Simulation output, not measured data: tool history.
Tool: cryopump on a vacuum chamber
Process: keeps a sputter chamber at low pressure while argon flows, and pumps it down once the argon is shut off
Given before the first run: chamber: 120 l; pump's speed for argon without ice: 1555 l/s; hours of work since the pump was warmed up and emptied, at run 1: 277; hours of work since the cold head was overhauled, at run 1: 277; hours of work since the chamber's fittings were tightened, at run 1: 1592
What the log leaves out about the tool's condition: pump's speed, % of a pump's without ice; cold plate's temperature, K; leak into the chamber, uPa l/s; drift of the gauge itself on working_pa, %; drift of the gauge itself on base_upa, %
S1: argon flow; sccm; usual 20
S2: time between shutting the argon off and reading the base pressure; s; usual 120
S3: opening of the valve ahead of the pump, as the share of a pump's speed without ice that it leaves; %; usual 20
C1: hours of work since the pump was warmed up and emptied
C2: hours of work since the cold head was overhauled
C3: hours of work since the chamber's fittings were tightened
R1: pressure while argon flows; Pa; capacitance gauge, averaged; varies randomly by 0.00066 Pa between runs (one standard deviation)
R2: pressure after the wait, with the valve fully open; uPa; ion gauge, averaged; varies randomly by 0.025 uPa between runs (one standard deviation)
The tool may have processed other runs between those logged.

run	hour	S1	S2	S3	C1	C2	C3	R1	R2
1	0.0	20	120	20	277	277	1592	0.1154	3.72
2	24.5	20	120	20	288	288	1603	0.1149	3.73
3	54.7	39	120	20	301	301	1617	0.2241	3.81
4	82.9	39	120	20	314	314	1629	0.2264	3.96
5	104.3	19	120	20	323	323	1639	0.1094	3.92
6	126.3	20	47	21	333	333	1649	0.1109	5.16
7	147.1	20	47	21	342	342	1658	0.1115	5.19
8	164.1	20	47	21	350	350	1666	0.1110	5.22
9	180.1	20	47	21	357	357	1673	0.1104	5.38

Run 10, settings as shown, results not yet in. Your forecast:
10	198.8	20	47	21	365	365	1681	?	?

Run 10 yielded R1 0.1117 Pa, R2 5.39 uPa.
The same run, on a tool lacking any hidden state, would have yielded R1 0.1033 Pa, R2 2.21 uPa.

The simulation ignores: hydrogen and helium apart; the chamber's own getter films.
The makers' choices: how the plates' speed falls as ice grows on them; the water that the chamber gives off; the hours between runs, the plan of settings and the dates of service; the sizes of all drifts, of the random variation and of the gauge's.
